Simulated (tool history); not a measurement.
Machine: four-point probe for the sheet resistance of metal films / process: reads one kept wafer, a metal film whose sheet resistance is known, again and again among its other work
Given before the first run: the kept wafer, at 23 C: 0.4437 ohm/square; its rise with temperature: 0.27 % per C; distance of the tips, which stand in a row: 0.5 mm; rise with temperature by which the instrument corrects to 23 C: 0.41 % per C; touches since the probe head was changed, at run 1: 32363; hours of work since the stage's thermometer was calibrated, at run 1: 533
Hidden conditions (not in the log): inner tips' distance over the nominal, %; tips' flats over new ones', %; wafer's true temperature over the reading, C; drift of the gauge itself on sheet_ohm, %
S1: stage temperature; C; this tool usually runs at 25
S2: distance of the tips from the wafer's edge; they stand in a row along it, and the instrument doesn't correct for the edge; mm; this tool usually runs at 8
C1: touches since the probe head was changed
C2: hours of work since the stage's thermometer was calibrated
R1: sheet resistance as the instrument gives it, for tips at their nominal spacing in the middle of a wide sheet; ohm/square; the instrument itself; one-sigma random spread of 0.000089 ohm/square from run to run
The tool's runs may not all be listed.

{"run": 1, "hour": 0.0, "S1": 25, "S2": 8, "C1": 32363, "C2": 533, "R1": 0.441354}
{"run": 2, "hour": 10.8, "S1": 25, "S2": 8, "C1": 32944, "C2": 540, "R1": 0.441334}
{"run": 3, "hour": 22.9, "S1": 25, "S2": 8, "C1": 33600, "C2": 548, "R1": 0.441468}
{"run": 4, "hour": 40.3, "S1": 25, "S2": 8, "C1": 34539, "C2": 560, "R1": 0.441316}
{"run": 5, "hour": 58.2, "S1": 25, "S2": 8, "C1": 35505, "C2": 572, "R1": 0.441432}
{"run": 6, "hour": 68.9, "S1": 25, "S2": 8, "C1": 36083, "C2": 579, "R1": 0.441249}
{"run": 7, "hour": 81.2, "S1": 25, "S2": 8, "C1": 36745, "C2": 588, "R1": 0.44158}
{"run": 8, "hour": 95.7, "S1": 25, "S2": 8, "C1": 37529, "C2": 598, "R1": 0.441611}
{"run": 9, "hour": 104.3, "S1": 25, "S2": 8, "C1": 37993, "C2": 603, "R1": 0.44142}
{"run": 10, "hour": 113.1, "S1": 25, "S2": 8, "C1": 38469, "C2": 609, "R1": 0.441489}
{"run": 11, "hour": 125.8, "S1": 25, "S2": 44, "C1": 39157, "C2": 618, "R1": 0.440452}
{"run": 12, "hour": 134.2, "S1": 25, "S2": 44, "C1": 39607, "C2": 624, "R1": 0.44049}
{"run": 13, "hour": 150.4, "S1": 25, "S2": 44, "C1": 40480, "C2": 634, "R1": 0.440596}
{"run": 14, "hour": 166.6, "S1": 25, "S2": 8, "C1": 41358, "C2": 645, "R1": 0.441559}
{"run": 15, "hour": 184.5, "S1": 25, "S2": 8, "C1": 42324, "C2": 658, "R1": 0.441618}
{"run": 16, "hour": 199.2, "S1": 25, "S2": 8, "C1": 43119, "C2": 668, "R1": 0.441567}
{"run": 17, "hour": 214.7, "S1": 21, "S2": 65, "C1": 43953, "C2": 678, "R1": 0.443221}
{"run": 18, "hour": 229.3, "S1": 28, "S2": 74, "C1": 44744, "C2": 688, "R1": 0.438731}
{"run": 19, "hour": 246.5, "S1": 20, "S2": 60, "C1": 45669, "C2": 699, "R1": 0.443949}
{"run": 20, "hour": 264.2, "S1": 25, "S2": 4, "C1": 46628, "C2": 711, "R1": 0.444386}
{"hour": 266.4, "done": "stage's thermometer calibrated"}
{"run": 21, "hour": 277.2, "S1": 31, "S2": 8, "C1": 47305, "C2": 7, "R1": 0.438144}
{"run": 22, "hour": 284.9, "S1": 28, "S2": 10, "C1": 47719, "C2": 13, "R1": 0.439661}
{"run": 23, "hour": 302.2, "S1": 28, "S2": 10, "C1": 48650, "C2": 24, "R1": 0.439497}
{"run": 24, "hour": 311.6, "S1": 27, "S2": 8, "C1": 49160, "C2": 31, "R1": 0.440358}
{"hour": 316.1, "done": "stage's thermometer calibrated, once more"}
{"run": 25, "hour": 321.2, "S1": 27, "S2": 8, "C1": 49649, "C2": 3, "R1": 0.440309}
{"run": 26, "hour": 338.0, "S1": 27, "S2": 8, "C1": 50559, "C2": 15, "R1": 0.440261}
{"run": 27, "hour": 352.1, "S1": 29, "S2": 6, "C1": 51320, "C2": 24, "R1": 0.439822}
{"run": 28, "hour": 364.7, "S1": 30, "S2": 6, "C1": 51999, "C2": 33, "R1": 0.439343}
{"run": 29, "hour": 373.7, "S1": 30, "S2": 6, "C1": 52486, "C2": 39, "R1": 0.439167}
{"run": 30, "hour": 381.6, "S1": 23, "S2": 38, "C1": 52913, "C2": 44, "R1": 0.441972}
{"run": 31, "hour": 399.4, "S1": 23, "S2": 38, "C1": 53870, "C2": 56, "R1": 0.442138}

Forecast each of these 5 alternatives for the next run:
{"run": "A", "hour": 411.4, "S1": 32, "S2": 6, "C1": 54521, "C2": 64, "R1": "?"}
{"run": "B", "hour": 411.4, "S1": 25, "S2": 29, "C1": 54521, "C2": 64, "R1": "?"}
{"run": "C", "hour": 411.4, "S1": 25, "S2": 22, "C1": 54521, "C2": 64, "R1": "?"}
{"run": "D", "hour": 411.4, "S1": 25, "S2": 6, "C1": 54521, "C2": 64, "R1": "?"}
{"run": "E", "hour": 411.4, "S1": 19, "S2": 7, "C1": 54521, "C2": 64, "R1": "?"}

run=A R1=0.437976
run=B R1=0.440815
run=C R1=0.440739
run=D R1=0.442572
run=E R1=0.445898
Without the tool's hidden state the same runs would have given:
run=A R1=0.439653
run=B R1=0.442504
run=C R1=0.442427
run=D R1=0.444267
run=E R1=0.447606

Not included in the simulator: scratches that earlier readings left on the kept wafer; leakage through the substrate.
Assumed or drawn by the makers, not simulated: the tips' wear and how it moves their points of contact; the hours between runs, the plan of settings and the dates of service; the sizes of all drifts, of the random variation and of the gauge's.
